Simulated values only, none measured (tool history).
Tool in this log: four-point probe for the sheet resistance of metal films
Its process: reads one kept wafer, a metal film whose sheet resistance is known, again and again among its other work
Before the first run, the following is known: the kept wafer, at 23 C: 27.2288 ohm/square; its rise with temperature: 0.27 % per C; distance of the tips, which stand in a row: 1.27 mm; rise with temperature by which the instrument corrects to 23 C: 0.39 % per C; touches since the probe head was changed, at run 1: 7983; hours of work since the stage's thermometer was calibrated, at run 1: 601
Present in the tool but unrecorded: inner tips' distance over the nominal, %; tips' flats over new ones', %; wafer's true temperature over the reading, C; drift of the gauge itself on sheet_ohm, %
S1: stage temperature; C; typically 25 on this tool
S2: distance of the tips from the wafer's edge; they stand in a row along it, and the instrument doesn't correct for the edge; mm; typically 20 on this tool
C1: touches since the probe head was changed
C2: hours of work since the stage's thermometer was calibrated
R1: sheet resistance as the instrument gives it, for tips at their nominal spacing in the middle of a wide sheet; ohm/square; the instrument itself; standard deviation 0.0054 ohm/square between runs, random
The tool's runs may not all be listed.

| run | day | S1 | S2 | C1 | C2 | R1 |
|---|---|---|---|---|---|---|
| 1 | 0.000 | 25 | 20 | 7983 | 601 | 27.374255 |
| 2 | 2.996 | 35 | 20 | 9465 | 643 | 27.083433 |
| 3 | 5.142 | 35 | 20 | 10527 | 673 | 27.079505 |
| 4 | 6.571 | 25 | 20 | 11234 | 693 | 27.375053 |
| 5 | 8.329 | 25 | 24 | 12105 | 718 | 27.388212 |
| 6 | 9.933 | 25 | 20 | 12897 | 740 | 27.383836 |
| 7 | 12.671 | 25 | 20 | 14253 | 779 | 27.383965 |
| 8 | 14.138 | 25 | 20 | 14978 | 799 | 27.401276 |
| 9 | 16.771 | 25 | 25 | 16281 | 836 | 27.382044 |
| 10 | 19.388 | 25 | 25 | 17576 | 873 | 27.387698 |
| 11 | 22.392 | 20 | 20 | 19063 | 915 | 27.566908 |
| 12 | 23.825 | 25 | 20 | 19772 | 935 | 27.413650 |
|  | 24.038 | stage's thermometer calibrated |
| 13 | 25.617 | 25 | 20 | 20649 | 22 | 27.414024 |
| 14 | 27.079 | 25 | 20 | 21372 | 43 | 27.418245 |
| 15 | 29.433 | 25 | 20 | 22536 | 76 | 27.416731 |
| 16 | 31.471 | 30 | 20 | 23545 | 104 | 27.260730 |
| 17 | 33.221 | 19 | 18 | 24411 | 129 | 27.627621 |
| 18 | 35.925 | 20 | 18 | 25748 | 167 | 27.602809 |
| 19 | 38.479 | 19 | 8 | 27012 | 203 | 27.928158 |
| 20 | 41.171 | 19 | 8 | 28344 | 240 | 27.933203 |
|  | 41.567 | stage's thermometer calibrated, once more |
| 21 | 42.600 | 21 | 6 | 29041 | 14 | 28.116269 |
| 22 | 44.783 | 32 | 20 | 30122 | 45 | 27.196828 |
| 23 | 47.954 | 23 | 3 | 31689 | 90 | 29.794997 |
| 24 | 49.838 | 23 | 3 | 32622 | 116 | 29.798893 |
| 25 | 51.592 | 26 | 20 | 33489 | 141 | 27.382991 |
| 26 | 54.383 | 22 | 43 | 34872 | 180 | 27.464347 |
| 27 | 57.008 | 33 | 15 | 36169 | 217 | 27.216163 |
| 28 | 58.612 | 26 | 26 | 36964 | 239 | 27.372248 |
| 29 | 60.267 | 32 | 15 | 37782 | 262 | 27.248675 |
| 30 | 61.888 | 32 | 15 | 38585 | 285 | 27.255666 |
| 31 | 63.721 | 34 | 27 | 39492 | 311 | 27.127741 |
| 32 | 66.725 | 18 | 55 | 40978 | 353 | 27.604669 |

Alternative continuations, all from the tool just after run 32; predict every row:
| A | 68.225 | 24 | 45 | 41720 | 374 | ? |
| B | 68.225 | 29 | 20 | 41720 | 374 | ? |
| C | 68.225 | 31 | 48 | 41720 | 374 | ? |
| D | 68.225 | 20 | 4 | 41720 | 374 | ? |

| run | R1 |
|---|---|
| A | 27.415216 |
| B | 27.301038 |
| C | 27.210076 |
| D | 28.939151 |
What these runs would have given with no unlogged condition in the tool:
| run | R1 |
|---|---|
| A | 27.210916 |
| B | 27.097710 |
| C | 27.007436 |
| D | 28.724282 |
